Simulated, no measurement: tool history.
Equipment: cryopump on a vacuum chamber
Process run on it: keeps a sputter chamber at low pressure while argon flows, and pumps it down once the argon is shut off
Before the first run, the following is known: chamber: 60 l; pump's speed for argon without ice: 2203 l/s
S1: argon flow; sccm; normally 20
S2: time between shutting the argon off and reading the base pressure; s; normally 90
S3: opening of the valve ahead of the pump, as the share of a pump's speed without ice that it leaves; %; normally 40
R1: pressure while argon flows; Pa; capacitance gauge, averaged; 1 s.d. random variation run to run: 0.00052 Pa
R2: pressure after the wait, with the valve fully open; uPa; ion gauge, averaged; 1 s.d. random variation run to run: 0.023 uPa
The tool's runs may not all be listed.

run     day  S1   S2  S3      R1    R2
  1   0.000  20   90  40  0.0408  1.49
  2   1.554  20   90  40  0.0430  1.54
  3   3.588  20   90  40  0.0428  1.56
  4   4.512  20   90  40  0.0430  1.66
  5   5.558  13   90  40  0.0285  1.65
  6   7.183  13   90  40  0.0276  1.75
  7   8.612  39   90  40  0.0859  1.82
  8  10.583  39   90  40  0.0875  1.82
  9  12.488  20   90  37  0.0478  1.96
 10  13.371  20  215  29  0.0615  1.60
     13.675  -- pump warmed up, emptied and cooled again
 11  15.479  20  215  29  0.0540  1.27
 12  16.354   8  261  31  0.0198  1.27
 13  17.933  29   79  18  0.1244  1.76
 14  19.521  25  109  21  0.0941  1.61
 15  20.996  19   90  15  0.0979  1.86
 16  22.054  19   90  15  0.0997  1.79
 17  23.092  19   90  15  0.0993  1.88
 18  24.879  16  193  15  0.0849  1.55

3 ways to go on from here, each from the tool as it stands after run 18. What would each give?
  A  26.625  12  193  26   ?   ?
  B  26.625  20  110  40   ?   ?
  C  26.625  20  197  53   ?   ?

run      R1    R2
  A  0.0370  1.67
  B  0.0417  1.82
  C  0.0317  1.64
Take away the tool's hidden state, keep each run's random variation, and the runs would have read:
run      R1    R2
  A  0.0351  0.42
  B  0.0385  0.63
  C  0.0286  0.43
